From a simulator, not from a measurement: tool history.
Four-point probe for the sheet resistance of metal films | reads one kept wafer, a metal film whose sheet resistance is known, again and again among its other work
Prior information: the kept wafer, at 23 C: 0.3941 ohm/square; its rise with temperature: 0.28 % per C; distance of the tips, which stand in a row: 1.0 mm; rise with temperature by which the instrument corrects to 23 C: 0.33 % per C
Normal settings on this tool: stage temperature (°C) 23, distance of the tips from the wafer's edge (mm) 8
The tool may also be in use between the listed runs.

run	hour	stage temperature (°C)	distance of the tips from the wafer's edge (mm)	sheet resistance as the instrument gives it (ohm/square)
1	0	23	8	0.399701
2	31.4	23	8	0.399759
3	55.4	23	8	0.399753
4	69.5	28	8	0.398807
5	91.4	28	8	0.398832
6	114.5	28	8	0.398864
7	140.3	23	8	0.399986
8	174.9	23	8	0.400015
9	194.4	23	6	0.402699
10	221.3	23	8	0.400005
11	250.1	23	8	0.399981
12	284.7	23	15	0.397739
13	315.2	22	15	0.397934
14	340.3	22	15	0.397939
15	374.1	22	15	0.398095
16	401.7	19	7	0.402079
17	432.9	19	51	0.397836
18	467.8	22	8	0.400683
19	492.3	22	8	0.400664
20	507	22	6	0.403171
21	523.6	28	72	0.396238
22	552.6	18	15	0.399268
23	587.7	23	18	0.397963
24	611.5	23	18	0.397946
25	642.8	23	18	0.398108
26	658.4	22	15	0.39848
27	673.5	29	13	0.397335
28	701.6	24	75	0.397194
29	729	35	8	0.398395

Below are 3 alternative next runs, each starting from the tool's condition after run 29. Predict each:
A	762.4	31	8	?
B	762.4	31	6	?
C	762.4	19	18	?

run	sheet resistance as the instrument gives it (ohm/square)
A	0.399176
B	0.401559
C	0.398938
Without the tool's hidden state the same runs would have given:
run	sheet resistance as the instrument gives it (ohm/square)
A	0.395823
B	0.398187
C	0.395575

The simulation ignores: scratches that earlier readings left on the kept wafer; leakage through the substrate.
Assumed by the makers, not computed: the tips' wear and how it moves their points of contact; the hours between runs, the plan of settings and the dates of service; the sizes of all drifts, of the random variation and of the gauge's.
